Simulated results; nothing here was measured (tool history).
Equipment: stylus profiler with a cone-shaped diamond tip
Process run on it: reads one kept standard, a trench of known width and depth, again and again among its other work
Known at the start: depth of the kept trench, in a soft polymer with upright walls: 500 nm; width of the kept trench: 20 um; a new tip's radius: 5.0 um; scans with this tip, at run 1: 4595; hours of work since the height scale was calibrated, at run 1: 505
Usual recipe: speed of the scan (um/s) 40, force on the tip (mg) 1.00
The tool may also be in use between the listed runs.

run	hour	speed of the scan (um/s)	force on the tip (mg)	scans with this tip	hours of work since the height scale was calibrated	depth of the trench (Å)	width of the trench's floor (nm)
1	0.0	40	1.00	4595	505	5028.9	14280
2	33.9	40	1.00	4747	522	5027.9	14270
3	71.9	40	1.00	4919	541	5030.2	14280
4	149.0	40	1.00	5266	579	5027.8	14200
5	191.0	40	0.34	5455	600	5022.2	13880
6	245.2	67	1.00	5699	627	5032.4	13820
7	290.0	67	1.00	5901	649	5032.2	13830
8	335.0	67	1.00	6104	671	5032.5	13780
9	390.5	40	1.00	6354	698	5032.1	14020
10	458.2	40	1.00	6659	732	5033.0	13920
11	538.0	40	1.00	7019	772	5034.3	13860
12	606.1	13	0.36	7325	805	5026.9	13940
13	656.0	31	1.00	7550	830	5032.5	13920
14	692.7	55	1.60	7716	848	5041.3	13730
15	743.8	22	1.11	7946	873	5037.2	13860
16	812.3	60	0.84	8254	907	5032.8	13400
17	852.2	66	0.48	8434	927	5029.8	13120
18	921.8	17	0.94	8748	962	5036.1	13770
19	997.0	17	0.94	9086	999	5036.7	13700
20	1033.5	100	2.51	9251	1017	5052.8	13280

Estimate the outcome of run 21 from the log above:
21	1074.1	100	2.51	9434	1037	?	?

depth of the trench (Å): 5054.9
width of the trench's floor (nm): 13260
Had the tool carried no hidden state, the very same run would have given depth of the trench (Å) 5032.9, width of the trench's floor (nm) 15060.

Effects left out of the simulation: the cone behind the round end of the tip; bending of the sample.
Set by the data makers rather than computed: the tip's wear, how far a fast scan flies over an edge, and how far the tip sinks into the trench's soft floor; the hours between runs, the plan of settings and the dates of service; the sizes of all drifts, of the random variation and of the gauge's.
